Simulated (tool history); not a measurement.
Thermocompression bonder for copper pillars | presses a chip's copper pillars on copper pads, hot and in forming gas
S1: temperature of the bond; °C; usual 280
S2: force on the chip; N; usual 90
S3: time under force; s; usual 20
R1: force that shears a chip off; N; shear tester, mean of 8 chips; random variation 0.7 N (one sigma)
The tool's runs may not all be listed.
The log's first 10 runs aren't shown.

run 11 hour=467.2 | S1=280 S2=90 S3=30 | R1=74.3
run 12 hour=509.8 | S1=263 S2=90 S3=30 | R1=60.3
run 13 hour=558.2 | S1=263 S2=90 S3=30 | R1=59.6
run 14 hour=605.3 | S1=280 S2=90 S3=20 | R1=62.5
run 15 hour=648.9 | S1=280 S2=90 S3=20 | R1=62.7
run 16 hour=705.5 | S1=280 S2=90 S3=20 | R1=62.2
run 17 hour=747.3 | S1=280 S2=90 S3=20 | R1=61.7
run 18 hour=781.0 | S1=292 S2=103 S3=20 | R1=73.3
run 19 hour=833.5 | S1=292 S2=103 S3=20 | R1=73.0
-- hour=837.7 force cell calibrated
-- hour=861.9 heater calibrated with a thermocouple chip
run 20 hour=889.2 | S1=292 S2=103 S3=20 | R1=73.0
-- hour=907.0 forming gas filter changed
run 21 hour=922.9 | S1=271 S2=103 S3=20 | R1=63.6
run 22 hour=967.8 | S1=280 S2=61 S3=20 | R1=54.4
run 23 hour=1002.1 | S1=280 S2=90 S3=56 | R1=88.6
run 24 hour=1045.8 | S1=290 S2=74 S3=56 | R1=92.1
run 25 hour=1079.5 | S1=291 S2=90 S3=20 | R1=72.8
run 26 hour=1114.3 | S1=291 S2=90 S3=20 | R1=71.3
-- hour=1143.2 force cell calibrated, once more
run 27 hour=1143.2 | S1=256 S2=72 S3=30 | R1=51.6
run 28 hour=1195.8 | S1=289 S2=103 S3=30 | R1=85.1
run 29 hour=1242.9 | S1=289 S2=103 S3=30 | R1=84.9
run 30 hour=1297.3 | S1=280 S2=65 S3=50 | R1=74.9
run 31 hour=1338.7 | S1=268 S2=58 S3=12 | R1=35.7
run 32 hour=1366.5 | S1=268 S2=58 S3=12 | R1=36.5
run 33 hour=1396.4 | S1=276 S2=70 S3=49 | R1=72.2

4 ways to go on from here, each from the tool as it stands after run 33. What would each give?
run A hour=1448.2 | S1=276 S2=70 S3=19 | R1=?
run B hour=1448.2 | S1=280 S2=89 S3=20 | R1=?
run C hour=1448.2 | S1=276 S2=103 S3=10 | R1=?
run D hour=1448.2 | S1=291 S2=90 S3=28 | R1=?

run=A R1=52.5
run=B R1=61.7
run=C R1=49.3
run=D R1=76.8
Without the tool's hidden state the same runs would have given:
run=A R1=59.2
run=B R1=69.4
run=C R1=55.6
run=D R1=85.8
